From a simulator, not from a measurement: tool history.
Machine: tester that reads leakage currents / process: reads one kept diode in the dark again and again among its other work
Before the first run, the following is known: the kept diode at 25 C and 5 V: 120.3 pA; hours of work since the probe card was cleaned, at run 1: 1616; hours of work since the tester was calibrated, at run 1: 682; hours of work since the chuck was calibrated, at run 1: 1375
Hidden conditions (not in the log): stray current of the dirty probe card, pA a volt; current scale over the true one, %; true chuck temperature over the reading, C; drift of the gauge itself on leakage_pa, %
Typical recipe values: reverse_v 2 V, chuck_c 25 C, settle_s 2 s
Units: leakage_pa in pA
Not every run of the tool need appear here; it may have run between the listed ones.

run	hour	reverse_v	chuck_c	settle_s	hours of work since the probe card was cleaned	hours of work since the tester was calibrated	hours of work since the chuck was calibrated	leakage_pa
1	0	2	25	2	1616	682	1375	73.34
2	29.9	2	25	2	1628	694	1388	73.11
3	61.5	2	25	2	1641	707	1401	73.8
4	102	2	25	2	1658	724	1417	73.5
5	142.1	2	27	2	1674	741	1434	88.65
6	188.5	2	25	2	1694	760	1453	72.9
7	214.9	2	25	2	1704	771	1464	73.33
8	241.5	2	25	2	1715	782	1475	73.63
9	272.1	2	25	2	1728	794	1487	73.56
10	309.1	2	25	2	1743	809	1503	73.37
11	336.5	2	25	0.7	1755	821	1514	73.84
12	362	2	25	0.7	1765	831	1525	73.41
13	384.3	2	25	0.7	1774	840	1534	73.6
14	413.1	2	25	2	1786	852	1546	73.32
15	441.4	2	25	2	1798	864	1557	73.45
16	487.5	2	25	2	1817	883	1576	73
17	522.2	2.27	58	1.72	1831	897	1591	1277.44
18	545.7	11.75	55	1.27	1841	907	1600	2471.27
19	576.3	2	32	4.28	1853	920	1613	139.51
20	598.6	7.54	46	8.07	1863	929	1622	949.69
21	635.5	5.99	48	4.65	1878	944	1637	982
22	672.8	4.68	48	4.65	1893	959	1653	860.34
23	721.6	1.88	36	2	1913	979	1673	190.8
24	758.2	4.57	33	0.62	1928	995	1688	239.29
25	804.1	2	25	2.32	1947	1013	1707	73.27
26	839.2	2	25	2.32	1962	1028	1721	73.17
27	889.2	2.4	43	2	1982	1049	1742	395.94
28	927	8.7	60	9.27	1998	1064	1757	3064.47
29	974.8	12.21	51	0.54	2018	1084	1777	1834.5
30	1002.6	5.71	25	2	2029	1095	1789	129.75

Pick out some run-to-run changes in leakage_pa. Of each, how much would a tool without hidden state show as well, from the settings, what came in and chance, and how much is left for the hidden state and any gauge scatter not in both results compared?
Run 18 -> 19: reverse_v 11.75 -> 2, chuck_c 55 -> 32, settle_s 1.27 -> 4.28. leakage_pa -2331.76 pA: hidden state -0.97, all else -2330.79.
Run 27 -> 28: reverse_v 2.4 -> 8.7, chuck_c 43 -> 60, settle_s 2 -> 9.27. leakage_pa +2668.53 pA: hidden state +1.15, all else +2667.38.
Run 29 -> 30: reverse_v 12.21 -> 5.71, chuck_c 51 -> 25, settle_s 0.54 -> 2. leakage_pa -1704.75 pA: hidden state -0.79, all else -1703.96.

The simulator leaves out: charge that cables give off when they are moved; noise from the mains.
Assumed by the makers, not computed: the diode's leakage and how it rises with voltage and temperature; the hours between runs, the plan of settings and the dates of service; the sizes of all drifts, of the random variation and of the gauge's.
